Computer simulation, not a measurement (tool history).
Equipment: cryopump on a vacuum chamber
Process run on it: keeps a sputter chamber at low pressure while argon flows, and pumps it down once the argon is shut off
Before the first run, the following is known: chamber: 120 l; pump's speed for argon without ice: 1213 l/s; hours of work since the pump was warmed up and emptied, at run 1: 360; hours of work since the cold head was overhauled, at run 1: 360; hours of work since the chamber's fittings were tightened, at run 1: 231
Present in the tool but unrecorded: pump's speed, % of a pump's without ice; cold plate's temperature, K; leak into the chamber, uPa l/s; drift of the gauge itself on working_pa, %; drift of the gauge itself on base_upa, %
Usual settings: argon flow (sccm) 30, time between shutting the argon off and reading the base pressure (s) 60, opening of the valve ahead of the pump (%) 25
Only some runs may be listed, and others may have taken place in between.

run	hour	argon flow (sccm)	time between shutting the argon off and reading the base pressure (s)	opening of the valve ahead of the pump (%)	hours of work since the pump was warmed up and emptied	hours of work since the cold head was overhauled	hours of work since the chamber's fittings were tightened	pressure while argon flows (Pa)	pressure after the wait (uPa)
1	0.0	30	60	25	360	360	231	0.1735	1.32
2	27.3	30	60	25	380	380	250	0.1747	1.31
3	58.7	30	60	25	402	402	273	0.1721	1.41
4	83.2	30	60	25	419	419	290	0.1725	1.41
5	99.5	30	60	58	431	431	302	0.0789	1.42
6	123.1	30	60	58	448	448	319	0.0796	1.46
7	136.6	30	60	58	457	457	328	0.0791	1.50
8	162.8	30	60	58	476	476	347	0.0806	1.52
9	180.7	30	60	28	489	489	360	0.1567	1.52
10	207.6	30	60	19	508	508	379	0.2283	1.58
11	220.6	30	60	19	517	517	388	0.2273	1.60
12	252.2	30	60	25	540	540	410	0.1757	1.63
13	270.2	30	60	25	552	552	423	0.1767	1.65
14	300.1	16	60	25	574	574	445	0.0945	1.72
15	328.7	16	60	25	594	594	465	0.0939	1.75
16	356.5	23	60	25	614	614	485	0.1359	1.74
17	377.1	23	60	25	629	629	499	0.1354	1.78
18	398.3	23	60	25	644	644	514	0.1364	1.78
19	428.0	23	96	46	665	665	536	0.0783	1.54
20	459.3	35	53	48	687	687	558	0.1146	1.99
21	475.1	27	53	48	698	698	569	0.0892	2.05
22	496.7	27	53	29	714	714	584	0.1406	2.05
23	521.6	27	53	29	731	731	602	0.1409	2.08
24	537.0	27	53	29	742	742	613	0.1406	2.17
# hour 553.7: pump warmed up, emptied and cooled again
25	557.2	14	60	39	3	753	624	0.0506	1.76
26	573.0	14	80	39	14	764	635	0.0510	1.52
27	596.5	14	80	39	30	781	652	0.0503	1.62
28	624.4	14	80	39	50	801	672	0.0506	1.63
29	642.5	12	70	22	63	814	685	0.0754	1.71
30	673.9	14	70	22	86	836	707	0.0907	1.79
31	692.4	14	70	17	99	849	720	0.1166	1.71
32	709.9	24	97	26	111	862	733	0.1293	1.58
33	739.7	24	97	26	132	883	754	0.1301	1.65
34	761.9	24	97	26	148	899	770	0.1305	1.61

Results per run with the tool's hidden condition removed, run-to-run variation unchanged:
run	pressure while argon flows (Pa)	pressure after the wait (uPa)
1	0.1678	0.99
2	0.1687	0.96
3	0.1658	1.02
4	0.1659	0.99
5	0.0721	0.99
6	0.0725	1.00
7	0.0719	1.01
8	0.0730	1.00
9	0.1489	0.99
10	0.2202	1.02
11	0.2190	1.01
12	0.1670	1.00
13	0.1678	1.01
14	0.0896	1.03
15	0.0888	1.03
16	0.1282	0.98
17	0.1276	1.02
18	0.1282	0.99
19	0.0699	0.72
20	0.1013	1.12
21	0.0787	1.13
22	0.1298	1.12
23	0.1298	1.12
24	0.1293	1.15
25	0.0503	1.02
26	0.0507	0.79
27	0.0499	0.85
28	0.0500	0.81
29	0.0748	0.90
30	0.0899	0.92
31	0.1157	0.87
32	0.1277	0.70
33	0.1282	0.73
34	0.1283	0.69

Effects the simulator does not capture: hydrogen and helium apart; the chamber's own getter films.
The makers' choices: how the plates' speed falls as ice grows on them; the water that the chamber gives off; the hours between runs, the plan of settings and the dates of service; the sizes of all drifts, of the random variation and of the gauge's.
